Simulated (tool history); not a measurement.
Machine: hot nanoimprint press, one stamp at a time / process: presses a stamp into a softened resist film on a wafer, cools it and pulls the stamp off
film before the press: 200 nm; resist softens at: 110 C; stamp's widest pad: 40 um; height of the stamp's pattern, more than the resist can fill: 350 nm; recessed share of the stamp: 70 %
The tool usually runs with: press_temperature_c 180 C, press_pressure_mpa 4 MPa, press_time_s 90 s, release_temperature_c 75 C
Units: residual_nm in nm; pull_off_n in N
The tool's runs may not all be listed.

run	hour	press_temperature_c	press_pressure_mpa	press_time_s	release_temperature_c	residual_nm	pull_off_n
1	0	180	4	90	75	94.2	232
2	32.5	180	4	90	75	94.1	237
3	55.1	180	4	127	75	83.9	235
4	83.1	180	4	127	75	83.6	233
5	107.3	180	4	90	75	93.8	242
6	134.3	180	4	90	75	93.2	236
7	170.2	180	4	90	75	94.3	239
8	189.4	184	4	90	75	79.5	234
9	225.4	175	4	90	75	114.7	237
10	256.6	175	4	90	75	114.1	240
11	274.9	175	4	90	75	115.3	233
12	292.2	175	4	90	76	114.9	236
13	312.2	177	4.35	147	70	86.5	249
14	343.7	177	4.35	147	70	87	246
15	380	177	4.35	147	70	86.6	242
16	417.1	170	2.63	131	62	148.7	277
# hour 426.4: plate thermocouple calibrated
17	451.2	180	3.11	90	75	107.2	238
18	466.7	186	4.61	63	75	76.9	247
19	505.1	180	2.92	90	71	111	254
# hour 519.7: press's hydraulic seals changed and the load cell set to zero
20	549.5	180	2.92	90	71	110.3	243
21	586.8	186	4	55	67	87.1	259

4 ways to go on from here, each from the tool as it stands after run 21. What would each give?
A	622.8	186	3.13	103	74	?	?
B	622.8	178	5.61	87	67	?	?
C	622.8	180	4.5	66	75	?	?
D	622.8	186	2.64	55	76	?	?

run	residual_nm	pull_off_n
A	80.9	236
B	85.2	268
C	97.1	233
D	108.6	230
Stripped of hidden state, with their random variation kept, the same runs would have yielded:
run	residual_nm	pull_off_n
A	81	231
B	85.3	263
C	97.2	228
D	108.7	226
